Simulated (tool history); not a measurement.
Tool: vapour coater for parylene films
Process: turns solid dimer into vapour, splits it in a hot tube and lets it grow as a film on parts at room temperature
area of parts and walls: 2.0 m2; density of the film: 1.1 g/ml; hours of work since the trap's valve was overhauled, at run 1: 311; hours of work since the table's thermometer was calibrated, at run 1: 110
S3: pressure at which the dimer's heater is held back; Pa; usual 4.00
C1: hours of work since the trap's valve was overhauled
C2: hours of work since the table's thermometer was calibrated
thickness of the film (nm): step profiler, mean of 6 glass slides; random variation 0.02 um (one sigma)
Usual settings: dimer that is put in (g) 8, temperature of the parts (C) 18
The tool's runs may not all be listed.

Run 1, hour 0.0: usual settings; C1 311; C2 110. Result: thickness of the film (nm) 1840.
Run 2, hour 14.6: usual settings; C1 318; C2 118. Result: thickness of the film (nm) 1820.
Run 3, hour 30.3: usual settings; C1 326; C2 125. Result: thickness of the film (nm) 1840.
Run 4, hour 45.2: usual settings; C1 333; C2 133. Result: thickness of the film (nm) 1800.
Run 5, hour 62.3: usual settings; C1 341; C2 141. Result: thickness of the film (nm) 1830.
Run 6, hour 80.6: usual settings; C1 350; C2 150. Result: thickness of the film (nm) 1820.
Run 7, hour 94.1: usual settings; C1 357; C2 156. Result: thickness of the film (nm) 1850.
Run 8, hour 103.3: usual settings; C1 362; C2 161. Result: thickness of the film (nm) 1800.
Run 9, hour 115.1: usual settings; C1 367; C2 167. Result: thickness of the film (nm) 1780.
Run 10, hour 130.7: usual settings; C1 375; C2 174. Result: thickness of the film (nm) 1820.
At hour 142.2: trap's valve overhauled.
Run 11, hour 143.3: usual settings; C1 1; C2 178. Result: thickness of the film (nm) 1790.
Run 12, hour 160.9: usual settings; C1 9; C2 187. Result: thickness of the film (nm) 1740.
Run 13, hour 175.4: usual settings; C1 16; C2 194. Result: thickness of the film (nm) 1770.
Run 14, hour 187.2: usual settings; C1 22; C2 200. Result: thickness of the film (nm) 1780.
At hour 198.0: trap's valve overhauled, once more.
Run 15, hour 206.0: usual settings; C1 4; C2 207. Result: thickness of the film (nm) 1980.
Run 16, hour 220.3: usual settings; C1 11; C2 214. Result: thickness of the film (nm) 2000.
Run 17, hour 237.9: usual settings but dimer that is put in (g) 9; C1 19; C2 223. Result: thickness of the film (nm) 2230.
Run 18, hour 251.7: usual settings but dimer that is put in (g) 9; C1 26; C2 229. Result: thickness of the film (nm) 2240.
Run 19, hour 264.2: usual settings but dimer that is put in (g) 6; C1 32; C2 235. Result: thickness of the film (nm) 1470.
Run 20, hour 275.2: usual settings but dimer that is put in (g) 14, temperature of the parts (C) 11; C1 38; C2 241. Result: thickness of the film (nm) 4960.
Run 21, hour 284.6: usual settings but dimer that is put in (g) 5, temperature of the parts (C) 21, S3 9.21 Pa; C1 42; C2 245. Result: thickness of the film (nm) 890.
Run 22, hour 298.0: usual settings but dimer that is put in (g) 12; C1 49; C2 252. Result: thickness of the film (nm) 2940.
Run 23, hour 310.3: usual settings but S3 3.11 Pa; C1 55; C2 258. Result: thickness of the film (nm) 2070.
Run 24, hour 327.9: usual settings but dimer that is put in (g) 13, S3 2.43 Pa; C1 63; C2 267. Result: thickness of the film (nm) 3610.
Run 25, hour 338.5: usual settings but dimer that is put in (g) 3, temperature of the parts (C) 19, S3 9.02 Pa; C1 69; C2 272. Result: thickness of the film (nm) 560.
Run 26, hour 348.2: usual settings but dimer that is put in (g) 5, temperature of the parts (C) 21, S3 7.27 Pa; C1 73; C2 276. Result: thickness of the film (nm) 920.
Run 27, hour 359.7: usual settings but temperature of the parts (C) 23, S3 7.34 Pa; C1 79; C2 282. Result: thickness of the film (nm) 1330.
Run 28, hour 375.7: usual settings but dimer that is put in (g) 4, temperature of the parts (C) 16, S3 2.89 Pa; C1 87; C2 290. Result: thickness of the film (nm) 1160.
Run 29, hour 385.0: usual settings but dimer that is put in (g) 4, temperature of the parts (C) 23, S3 2.89 Pa; C1 91; C2 294. Result: thickness of the film (nm) 820.
Run 30, hour 400.2: usual settings but dimer that is put in (g) 11, temperature of the parts (C) 15, S3 9.18 Pa; C1 99; C2 302. Result: thickness of the film (nm) 2560.
Run 31, hour 413.6: usual settings but dimer that is put in (g) 11, temperature of the parts (C) 15, S3 9.18 Pa; C1 105; C2 308. Result: thickness of the film (nm) 2560.
Run 32, hour 425.8: usual settings but dimer that is put in (g) 7; C1 111; C2 314. Result: thickness of the film (nm) 1710.
Run 33, hour 440.6: usual settings but dimer that is put in (g) 7; C1 118; C2 322. Result: thickness of the film (nm) 1680.
Run 34, hour 450.0: usual settings but dimer that is put in (g) 4, temperature of the parts (C) 13, S3 3.81 Pa; C1 123; C2 326. Result: thickness of the film (nm) 1240.
Run 35, hour 462.5: usual settings but dimer that is put in (g) 3, temperature of the parts (C) 17, S3 2.21 Pa; C1 129; C2 332. Result: thickness of the film (nm) 860.
Run 36, hour 472.1: usual settings but dimer that is put in (g) 3, temperature of the parts (C) 17, S3 2.21 Pa; C1 134; C2 337. Result: thickness of the film (nm) 890.
Run 37, hour 489.6: usual settings but dimer that is put in (g) 3, temperature of the parts (C) 17, S3 2.21 Pa; C1 142; C2 345. Result: thickness of the film (nm) 890.

4 ways to go on from here, each from the tool as it stands after run 37. What would each give?
Run A, hour 507.6: usual settings but S3 4.81 Pa; C1 151; C2 354. Result: thickness of the film (nm) ?.
Run B, hour 507.6: usual settings but dimer that is put in (g) 11; C1 151; C2 354. Result: thickness of the film (nm) ?.
Run C, hour 507.6: usual settings but temperature of the parts (C) 11, S3 7.98 Pa; C1 151; C2 354. Result: thickness of the film (nm) ?.
Run D, hour 507.6: usual settings but dimer that is put in (g) 3, temperature of the parts (C) 24, S3 6.21 Pa; C1 151; C2 354. Result: thickness of the film (nm) ?.

run  thickness of the film (nm)
  A                        1840
  B                        2650
  C                        2300
  D                         490
Without the tool's hidden state the same runs would have given:
run  thickness of the film (nm)
  A                        1960
  B                        2820
  C                        2440
  D                         520
